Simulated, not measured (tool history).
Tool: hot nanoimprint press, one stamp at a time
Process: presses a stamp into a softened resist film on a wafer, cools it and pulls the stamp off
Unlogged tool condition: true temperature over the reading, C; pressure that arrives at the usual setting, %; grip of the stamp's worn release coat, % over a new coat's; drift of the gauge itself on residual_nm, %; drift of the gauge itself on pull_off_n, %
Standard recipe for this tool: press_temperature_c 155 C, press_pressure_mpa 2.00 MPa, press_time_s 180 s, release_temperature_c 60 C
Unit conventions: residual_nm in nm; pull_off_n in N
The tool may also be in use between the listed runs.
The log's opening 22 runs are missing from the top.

run     day  press_temperature_c  press_pressure_mpa  press_time_s  release_temperature_c  hours of work since the thermocouple was calibrated  imprints on the stamp's release coat  hours of work since the press's seals were changed  residual_nm  pull_off_n
 23  45.700                  145                2.00           125                     60                                                  450                                   525                                                 784        556.3       181.4
     46.550  -- stamp cleaned and given a new release coat
 24  48.138                  158                2.58           255                     60                                                  487                                   169                                                 820        295.7       173.7
     51.025  -- plate thermocouple calibrated
 25  51.029                  158                2.58           255                     60                                                    0                                   464                                                 867        290.5       175.6
     52.588  -- stamp cleaned and given a new release coat
 26  53.062                  155                1.63           180                     62                                                   30                                    51                                                 897        434.3       160.2
 27  55.454                  166                2.19           180                     68                                                   70                                   306                                                 937        285.0       138.6
     58.333  -- stamp cleaned and given a new release coat
 28  58.433                  148                2.00           330                     60                                                  116                                    10                                                 983        407.5       167.8
     60.583  -- press's hydraulic seals changed and the load cell set to zero
 29  61.042                  148                2.00           330                     60                                                  155                                   253                                                   8        393.9       174.6
 30  63.129                  155                2.00           178                     50                                                  190                                   476                                                  43        392.4       225.2

Here are 3 independent what-if runs from the current tool condition. What would each one return?
     64.433  -- stamp cleaned and given a new release coat
  A  64.996                  161                3.14           180                     60                                                  217                                    60                                                  70            ?           ?
     64.433  -- stamp cleaned and given a new release coat
  B  64.996                  148                2.14           178                     50                                                  217                                    60                                                  70            ?           ?
     64.433  -- stamp cleaned and given a new release coat
  C  64.996                  144                2.00           157                     58                                                  217                                    60                                                  70            ?           ?

run  residual_nm  pull_off_n
  A        263.3       170.2
  B        460.6       211.3
  C        530.8       177.0
The same runs, with their run-to-run variation unchanged, on a tool lacking any hidden condition would have given:
run  residual_nm  pull_off_n
  A        258.3       166.4
  B        453.6       207.2
  C        524.2       173.1
